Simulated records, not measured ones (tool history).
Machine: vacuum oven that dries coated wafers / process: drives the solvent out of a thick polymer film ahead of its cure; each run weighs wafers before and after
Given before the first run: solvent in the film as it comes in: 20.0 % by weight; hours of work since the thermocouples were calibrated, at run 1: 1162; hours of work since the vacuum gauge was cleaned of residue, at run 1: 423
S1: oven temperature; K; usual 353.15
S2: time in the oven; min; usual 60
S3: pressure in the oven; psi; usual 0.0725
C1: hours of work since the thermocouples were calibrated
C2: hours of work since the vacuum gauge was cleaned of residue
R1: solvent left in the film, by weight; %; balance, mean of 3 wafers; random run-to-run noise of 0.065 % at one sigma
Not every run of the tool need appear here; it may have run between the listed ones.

run 1 hour=0 | S1=353.15 S2=60 S3=0.0725 | C1=1162 C2=423 | R1=4.22
run 2 hour=12.9 | S1=353.15 S2=72 S3=0.0725 | C1=1170 C2=432 | R1=3.3
run 3 hour=34.6 | S1=367.15 S2=72 S3=0.0725 | C1=1184 C2=446 | R1=0.49
run 4 hour=46.8 | S1=367.15 S2=72 S3=0.0725 | C1=1192 C2=454 | R1=0.56
run 5 hour=60.4 | S1=367.15 S2=72 S3=0.0725 | C1=1201 C2=463 | R1=0.63
run 6 hour=73.7 | S1=367.15 S2=72 S3=0.0725 | C1=1210 C2=471 | R1=0.58
run 7 hour=92.7 | S1=353.15 S2=60 S3=0.0725 | C1=1222 C2=484 | R1=4.13
run 8 hour=112.8 | S1=363.15 S2=70 S3=0.1752 | C1=1235 C2=497 | R1=1.63
run 9 hour=136.4 | S1=354.15 S2=70 S3=0.249 | C1=1250 C2=512 | R1=4.65
run 10 hour=161.6 | S1=355.15 S2=60 S3=0.1917 | C1=1267 C2=528 | R1=4.32
run 11 hour=178 | S1=353.15 S2=61 S3=0.2867 | C1=1277 C2=539 | R1=5.99
run 12 hour=193.3 | S1=353.15 S2=60 S3=0.0471 | C1=1287 C2=549 | R1=3.83
run 13 hour=220 | S1=359.15 S2=60 S3=0.0725 | C1=1305 C2=566 | R1=1.95

Here are 3 independent what-if runs from the current tool condition. What would each one return?
run A hour=232.8 | S1=347.15 S2=35 S3=0.0627 | C1=1313 C2=575 | R1=?
run B hour=232.8 | S1=353.15 S2=98 S3=0.0725 | C1=1313 C2=575 | R1=?
run C hour=232.8 | S1=339.15 S2=60 S3=0.0725 | C1=1313 C2=575 | R1=?

run=A R1=9.85
run=B R1=2.1
run=C R1=10.86
With no hidden state in the tool, these same runs would have given:
run=A R1=9.89
run=B R1=2.12
run=C R1=10.91
